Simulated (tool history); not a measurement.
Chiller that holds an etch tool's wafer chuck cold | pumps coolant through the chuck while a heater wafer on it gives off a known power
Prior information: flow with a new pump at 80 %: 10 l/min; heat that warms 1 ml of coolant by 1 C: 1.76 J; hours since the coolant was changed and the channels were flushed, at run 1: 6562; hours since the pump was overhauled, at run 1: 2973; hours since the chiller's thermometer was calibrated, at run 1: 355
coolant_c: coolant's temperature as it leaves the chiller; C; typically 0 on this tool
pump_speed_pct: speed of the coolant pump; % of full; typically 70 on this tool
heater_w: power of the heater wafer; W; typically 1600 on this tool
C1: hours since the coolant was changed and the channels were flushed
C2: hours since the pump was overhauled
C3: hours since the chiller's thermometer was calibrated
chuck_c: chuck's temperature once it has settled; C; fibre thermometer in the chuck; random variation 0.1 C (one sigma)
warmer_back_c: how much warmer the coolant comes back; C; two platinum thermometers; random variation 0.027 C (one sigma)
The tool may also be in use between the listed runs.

Run 1, hour 0: usual settings; C1 6562; C2 2973; C3 355. Result: chuck_c 14.2 C, warmer_back_c 6.26 C.
Run 2, hour 96.9: usual settings but coolant_c -10 C; C1 6659; C2 3070; C3 451. Result: chuck_c 4.3 C, warmer_back_c 6.25 C.
Run 3, hour 175: usual settings but coolant_c -10 C, pump_speed_pct 61 % of full; C1 6737; C2 3148; C3 530. Result: chuck_c 6.1 C, warmer_back_c 7.23 C.
Run 4, hour 269.9: usual settings but coolant_c -10 C, pump_speed_pct 61 % of full; C1 6832; C2 3243; C3 625. Result: chuck_c 6.3 C, warmer_back_c 7.19 C.
Run 5, hour 355.7: usual settings; C1 6918; C2 3329; C3 710. Result: chuck_c 14.4 C, warmer_back_c 6.28 C.
Run 6, hour 454.1: usual settings; C1 7016; C2 3427; C3 809. Result: chuck_c 14.4 C, warmer_back_c 6.25 C.
Run 7, hour 546.7: usual settings but coolant_c -9 C, pump_speed_pct 91 % of full, heater_w 1398 W; C1 7109; C2 3520; C3 901. Result: chuck_c 0.9 C, warmer_back_c 4.22 C.
Run 8, hour 625: usual settings but pump_speed_pct 77 % of full, heater_w 878 W; C1 7187; C2 3598; C3 980. Result: chuck_c 7.2 C, warmer_back_c 3.16 C.
Run 9, hour 712.3: usual settings but pump_speed_pct 77 % of full, heater_w 878 W; C1 7275; C2 3686; C3 1067. Result: chuck_c 7.3 C, warmer_back_c 3.07 C.
Run 10, hour 789.5: usual settings but pump_speed_pct 73 % of full; C1 7352; C2 3763; C3 1144. Result: chuck_c 13.8 C, warmer_back_c 5.99 C.
Run 11, hour 840.3: usual settings but coolant_c 7 C, pump_speed_pct 88 % of full; C1 7403; C2 3814; C3 1195. Result: chuck_c 18.6 C, warmer_back_c 4.99 C.

Consider 3 possible next runs. They are alternatives, not a sequence: every one starts from the tool as it was left by run 11. What does each give?
Run A, hour 910.5: usual settings but coolant_c -1 C, pump_speed_pct 87 % of full, heater_w 2356 W; C1 7473; C2 3884; C3 1265. Result: chuck_c ?, warmer_back_c ?.
Run B, hour 910.5: usual settings but coolant_c 9 C, pump_speed_pct 94 % of full; C1 7473; C2 3884; C3 1265. Result: chuck_c ?, warmer_back_c ?.
Run C, hour 910.5: usual settings but coolant_c -4 C, pump_speed_pct 83 % of full, heater_w 1055 W; C1 7473; C2 3884; C3 1265. Result: chuck_c ?, warmer_back_c ?.

run  chuck_c  warmer_back_c
  A     16.3           7.34
  B     19.9           4.64
  C        4            3.5
Take away the tool's hidden state, keep each run's random variation, and the runs would have read:
run  chuck_c  warmer_back_c
  A     16.2           7.34
  B     19.8           4.64
  C        4            3.5
